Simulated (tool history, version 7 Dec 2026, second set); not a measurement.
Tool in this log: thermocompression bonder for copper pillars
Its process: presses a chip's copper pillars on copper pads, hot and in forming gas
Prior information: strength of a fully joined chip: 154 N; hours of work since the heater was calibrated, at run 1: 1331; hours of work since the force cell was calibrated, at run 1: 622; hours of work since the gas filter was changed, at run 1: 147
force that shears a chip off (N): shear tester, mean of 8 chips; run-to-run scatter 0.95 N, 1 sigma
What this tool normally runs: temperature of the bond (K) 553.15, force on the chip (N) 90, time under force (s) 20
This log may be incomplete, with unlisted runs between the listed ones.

| run | day | temperature of the bond (K) | force on the chip (N) | time under force (s) | hours of work since the heater was calibrated | hours of work since the force cell was calibrated | hours of work since the gas filter was changed | force that shears a chip off (N) |
|---|---|---|---|---|---|---|---|---|
| 1 | 0.000 | 553.15 | 90 | 20 | 1331 | 622 | 147 | 70.2 |
| 2 | 2.079 | 553.15 | 90 | 20 | 1351 | 642 | 167 | 71.1 |
| 3 | 5.258 | 569.15 | 90 | 20 | 1382 | 672 | 198 | 82.5 |
|  | 6.792 | heater calibrated with a thermocouple chip |
| 4 | 8.025 | 569.15 | 90 | 20 | 12 | 698 | 224 | 80.1 |
| 5 | 11.062 | 569.15 | 90 | 20 | 41 | 728 | 253 | 79.2 |
|  | 12.354 | forming gas filter changed |
| 6 | 13.679 | 553.15 | 90 | 20 | 66 | 753 | 13 | 75.1 |
| 7 | 16.858 | 553.15 | 90 | 20 | 97 | 783 | 43 | 72.4 |
| 8 | 20.025 | 553.15 | 90 | 20 | 128 | 814 | 74 | 73.7 |
| 9 | 23.688 | 553.15 | 90 | 20 | 163 | 849 | 109 | 71.8 |
| 10 | 26.054 | 553.15 | 90 | 20 | 186 | 872 | 132 | 71.5 |
| 11 | 29.058 | 553.15 | 90 | 20 | 215 | 901 | 161 | 69.5 |
|  | 29.446 | heater calibrated with a thermocouple chip, once more |
| 12 | 31.496 | 558.15 | 90 | 13 | 20 | 924 | 184 | 72.6 |
| 13 | 33.358 | 558.15 | 90 | 13 | 38 | 942 | 202 | 69.1 |
| 14 | 35.912 | 524.15 | 54 | 46 | 62 | 966 | 227 | 39.3 |
| 15 | 38.075 | 569.15 | 98 | 32 | 83 | 987 | 247 | 104.6 |
|  | 40.250 | forming gas filter changed |
| 16 | 40.271 | 564.15 | 90 | 34 | 104 | 1008 | 0 | 107.5 |
| 17 | 43.404 | 552.15 | 71 | 30 | 135 | 1038 | 30 | 74.0 |
| 18 | 46.954 | 523.15 | 60 | 30 | 169 | 1073 | 65 | 39.7 |
| 19 | 48.854 | 553.15 | 99 | 21 | 187 | 1091 | 83 | 89.3 |
| 20 | 51.058 | 553.15 | 99 | 21 | 208 | 1112 | 104 | 87.9 |
| 21 | 52.775 | 564.15 | 99 | 39 | 225 | 1129 | 121 | 113.0 |
| 22 | 55.188 | 562.15 | 90 | 11 | 248 | 1152 | 144 | 70.1 |

Branching from run 22: 4 alternative next runs. What would each branch give?
| A | 57.262 | 539.15 | 68 | 18 | 268 | 1172 | 164 | ? |
| B | 57.262 | 575.15 | 90 | 11 | 268 | 1172 | 164 | ? |
| C | 57.262 | 562.15 | 120 | 33 | 268 | 1172 | 164 | ? |
| D | 57.262 | 562.15 | 90 | 15 | 268 | 1172 | 164 | ? |

| run | force that shears a chip off (N) |
|---|---|
| A | 46.7 |
| B | 79.1 |
| C | 116.5 |
| D | 78.5 |
What these runs would have given with no unlogged condition in the tool:
| run | force that shears a chip off (N) |
|---|---|
| A | 49.0 |
| B | 83.4 |
| C | 124.0 |
| D | 82.7 |
